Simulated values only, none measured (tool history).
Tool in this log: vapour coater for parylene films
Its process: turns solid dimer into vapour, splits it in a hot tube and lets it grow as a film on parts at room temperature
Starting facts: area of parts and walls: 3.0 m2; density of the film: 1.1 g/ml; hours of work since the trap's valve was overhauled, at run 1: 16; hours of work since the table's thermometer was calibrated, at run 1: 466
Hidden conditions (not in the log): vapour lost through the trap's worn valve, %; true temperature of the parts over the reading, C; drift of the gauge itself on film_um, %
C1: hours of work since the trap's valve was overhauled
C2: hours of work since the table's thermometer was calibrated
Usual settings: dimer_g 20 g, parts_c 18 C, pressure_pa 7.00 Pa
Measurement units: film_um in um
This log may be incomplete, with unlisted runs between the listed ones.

run 1 hour=0.0 | dimer_g=20 parts_c=18 pressure_pa=7.00 | C1=16 C2=466 | film_um=4.19
run 2 hour=23.4 | dimer_g=20 parts_c=18 pressure_pa=7.00 | C1=32 C2=481 | film_um=4.18
run 3 hour=38.2 | dimer_g=20 parts_c=18 pressure_pa=7.00 | C1=41 C2=490 | film_um=4.12
run 4 hour=60.2 | dimer_g=20 parts_c=22 pressure_pa=7.00 | C1=56 C2=505 | film_um=3.68
run 5 hour=72.0 | dimer_g=20 parts_c=22 pressure_pa=7.00 | C1=64 C2=513 | film_um=3.67
run 6 hour=86.0 | dimer_g=20 parts_c=22 pressure_pa=7.00 | C1=73 C2=522 | film_um=3.71
run 7 hour=103.7 | dimer_g=20 parts_c=18 pressure_pa=7.00 | C1=84 C2=533 | film_um=4.11
run 8 hour=118.8 | dimer_g=20 parts_c=18 pressure_pa=7.00 | C1=94 C2=543 | film_um=4.14
run 9 hour=141.2 | dimer_g=20 parts_c=18 pressure_pa=7.00 | C1=109 C2=558 | film_um=4.18
run 10 hour=160.1 | dimer_g=20 parts_c=18 pressure_pa=2.64 | C1=121 C2=570 | film_um=4.47
run 11 hour=177.9 | dimer_g=20 parts_c=18 pressure_pa=2.64 | C1=133 C2=582 | film_um=4.55
run 12 hour=192.7 | dimer_g=20 parts_c=18 pressure_pa=2.64 | C1=143 C2=592 | film_um=4.55
run 13 hour=203.3 | dimer_g=20 parts_c=18 pressure_pa=2.64 | C1=149 C2=599 | film_um=4.65
run 14 hour=220.9 | dimer_g=20 parts_c=18 pressure_pa=7.00 | C1=161 C2=610 | film_um=4.18
run 15 hour=231.0 | dimer_g=20 parts_c=10 pressure_pa=7.00 | C1=168 C2=617 | film_um=5.38
run 16 hour=253.1 | dimer_g=20 parts_c=10 pressure_pa=7.00 | C1=182 C2=631 | film_um=5.25
run 17 hour=274.4 | dimer_g=14 parts_c=18 pressure_pa=7.00 | C1=196 C2=645 | film_um=2.94
run 18 hour=284.9 | dimer_g=14 parts_c=18 pressure_pa=7.00 | C1=203 C2=652 | film_um=2.95
run 19 hour=296.2 | dimer_g=14 parts_c=18 pressure_pa=7.00 | C1=210 C2=659 | film_um=2.87
run 20 hour=307.6 | dimer_g=11 parts_c=18 pressure_pa=7.00 | C1=218 C2=667 | film_um=2.26
run 21 hour=330.8 | dimer_g=11 parts_c=18 pressure_pa=7.00 | C1=233 C2=682 | film_um=2.32
run 22 hour=353.8 | dimer_g=11 parts_c=18 pressure_pa=7.00 | C1=248 C2=697 | film_um=2.30
run 23 hour=368.1 | dimer_g=11 parts_c=18 pressure_pa=6.00 | C1=257 C2=706 | film_um=2.33
run 24 hour=385.7 | dimer_g=20 parts_c=29 pressure_pa=3.17 | C1=269 C2=718 | film_um=3.18
run 25 hour=403.1 | dimer_g=16 parts_c=18 pressure_pa=3.92 | C1=280 C2=729 | film_um=3.54
run 26 hour=413.8 | dimer_g=15 parts_c=13 pressure_pa=3.82 | C1=287 C2=736 | film_um=3.83
run 27 hour=435.6 | dimer_g=15 parts_c=13 pressure_pa=3.19 | C1=302 C2=751 | film_um=3.90
run 28 hour=457.7 | dimer_g=12 parts_c=10 pressure_pa=4.23 | C1=316 C2=765 | film_um=3.37
run 29 hour=475.8 | dimer_g=12 parts_c=10 pressure_pa=4.23 | C1=328 C2=777 | film_um=3.28
run 30 hour=486.4 | dimer_g=10 parts_c=11 pressure_pa=4.59 | C1=335 C2=784 | film_um=2.63
run 31 hour=503.8 | dimer_g=12 parts_c=16 pressure_pa=11.36 | C1=346 C2=795 | film_um=2.51
run 32 hour=520.5 | dimer_g=12 parts_c=15 pressure_pa=7.02 | C1=357 C2=806 | film_um=2.76
run 33 hour=532.3 | dimer_g=12 parts_c=15 pressure_pa=7.02 | C1=365 C2=814 | film_um=2.69
run 34 hour=548.8 | dimer_g=9 parts_c=20 pressure_pa=8.38 | C1=376 C2=825 | film_um=1.74
run 35 hour=567.6 | dimer_g=9 parts_c=20 pressure_pa=8.38 | C1=388 C2=837 | film_um=1.77
run 36 hour=585.0 | dimer_g=15 parts_c=18 pressure_pa=9.48 | C1=399 C2=848 | film_um=3.00
run 37 hour=597.4 | dimer_g=15 parts_c=19 pressure_pa=11.65 | C1=407 C2=857 | film_um=2.87
run 38 hour=607.4 | dimer_g=35 parts_c=12 pressure_pa=3.61 | C1=414 C2=863 | film_um=9.31
run 39 hour=624.6 | dimer_g=35 parts_c=12 pressure_pa=3.61 | C1=425 C2=874 | film_um=9.33
run 40 hour=643.1 | dimer_g=35 parts_c=12 pressure_pa=3.61 | C1=437 C2=886 | film_um=9.42
run 41 hour=665.3 | dimer_g=20 parts_c=17 pressure_pa=2.48 | C1=452 C2=901 | film_um=4.74
run 42 hour=685.5 | dimer_g=13 parts_c=18 pressure_pa=4.56 | C1=465 C2=914 | film_um=2.87
run 43 hour=707.9 | dimer_g=13 parts_c=18 pressure_pa=4.56 | C1=480 C2=929 | film_um=2.81
-- hour=720.2 trap's valve overhauled
run 44 hour=722.7 | dimer_g=13 parts_c=18 pressure_pa=4.56 | C1=2 C2=936 | film_um=2.90
run 45 hour=741.3 | dimer_g=28 parts_c=14 pressure_pa=4.88 | C1=14 C2=948 | film_um=6.79

Hidden state at the last listed run before each entry between runs and at the first one after, where it differs:
Logged between run 43 and run 44: trap's valve overhauled (hour 720.2)
  vapour lost through the trap's worn valve, %: 0.3 -> 0
